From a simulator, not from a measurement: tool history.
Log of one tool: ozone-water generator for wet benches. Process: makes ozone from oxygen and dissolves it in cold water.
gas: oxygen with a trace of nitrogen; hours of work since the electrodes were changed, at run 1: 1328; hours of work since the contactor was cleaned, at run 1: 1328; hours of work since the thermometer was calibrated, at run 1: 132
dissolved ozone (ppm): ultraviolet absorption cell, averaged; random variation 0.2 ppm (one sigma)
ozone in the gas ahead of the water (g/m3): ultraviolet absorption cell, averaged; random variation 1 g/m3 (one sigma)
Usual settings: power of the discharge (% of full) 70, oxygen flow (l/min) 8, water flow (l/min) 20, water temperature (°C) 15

run,day,power of the discharge (% of full),oxygen flow (l/min),water flow (l/min),water temperature (°C),hours of work since the electrodes were changed,hours of work since the contactor was cleaned,hours of work since the thermometer was calibrated,dissolved ozone (ppm),ozone in the gas ahead of the water (g/m3)
1,0,70,8,20,15,1328,1328,132,25.6,157.8
2,4.783,70,8,20,15,1436,1436,240,25,159.4
3,7.092,70,8,20,15,1489,1489,293,25.4,157.8
4,11.538,70,8,20,15,1589,1589,393,25.3,155
5,14.104,70,8,20,15,1648,1648,451,24.6,157.6
6,19.183,70,8,20,15,1762,1762,566,24.7,155.6
# day 20.388: contactor cleaned
7,22.175,70,8,20,15,1826,40,630,24.7,154.1
8,25.992,70,8,20,15,1913,127,717,24.6,153.6
9,30.833,70,8,20,15,2023,237,826,24.4,151.7
10,35.4,70,8,20,15,2126,340,930,24.2,151.2
11,37.867,70,8,20,15,2182,396,986,24.2,150
12,42.708,70,8,20,16,2292,506,1096,23.3,150.3
13,46.254,70,8,20,16,2372,586,1176,23.1,148.4
14,48.638,70,8,20,15,2426,640,1230,23.6,146.1
15,53.075,48,9.16,17,17,2526,740,1330,20.7,116.8
16,56.517,91,8,20,15,2604,818,1408,26.3,167.3
17,60.654,70,8,26,8,2698,912,1502,21.9,146.2
18,65.3,64,8,26,10,2803,1017,1607,20.1,137.1
19,69.388,70,8,16,15,2896,1110,1700,25.8,144.5
20,72.842,70,11.96,20,7,2974,1188,1778,26.6,120.1
21,75.671,70,8,32,15,3038,1252,1842,16.6,142.9
22,79.262,70,8,32,15,3120,1334,1923,16.6,141.5
23,81.846,70,8,32,9,3178,1392,1982,17.8,139.9
24,85.838,70,6.22,29,20,3269,1482,2072,15.6,154.1
25,90.529,63,6.92,20,8,3375,1589,2179,22.8,140.1
26,94.779,63,5.15,20,8,3471,1685,2275,21.4,157.1
27,98.45,63,5.15,20,8,3554,1768,2358,21.2,156.3

5 ways to go on from here, each from the tool as it stands after run 27. What would each give?
# day 99.371: contactor cleaned
A,101.079,79,7.26,17,8,3610,39,2414,?,?
# day 99.371: contactor cleaned
B,101.079,63,5.15,18,8,3610,39,2414,?,?
# day 99.371: contactor cleaned
C,101.079,66,11.95,20,22,3610,39,2414,?,?
# day 99.371: contactor cleaned
D,101.079,53,8,30,17,3610,39,2414,?,?
# day 99.371: contactor cleaned
E,101.079,81,8,27,19,3610,39,2414,?,?

run,dissolved ozone (ppm),ozone in the gas ahead of the water (g/m3)
A,27.9,148.2
B,23,155.4
C,18.2,111.2
D,14.4,118.3
E,18.4,146.8
Without the tool's hidden state the same runs would have given:
run,dissolved ozone (ppm),ozone in the gas ahead of the water (g/m3)
A,36.8,193.5
B,29.4,197.3
C,23.5,142.3
D,18.1,147
E,24.3,191.8

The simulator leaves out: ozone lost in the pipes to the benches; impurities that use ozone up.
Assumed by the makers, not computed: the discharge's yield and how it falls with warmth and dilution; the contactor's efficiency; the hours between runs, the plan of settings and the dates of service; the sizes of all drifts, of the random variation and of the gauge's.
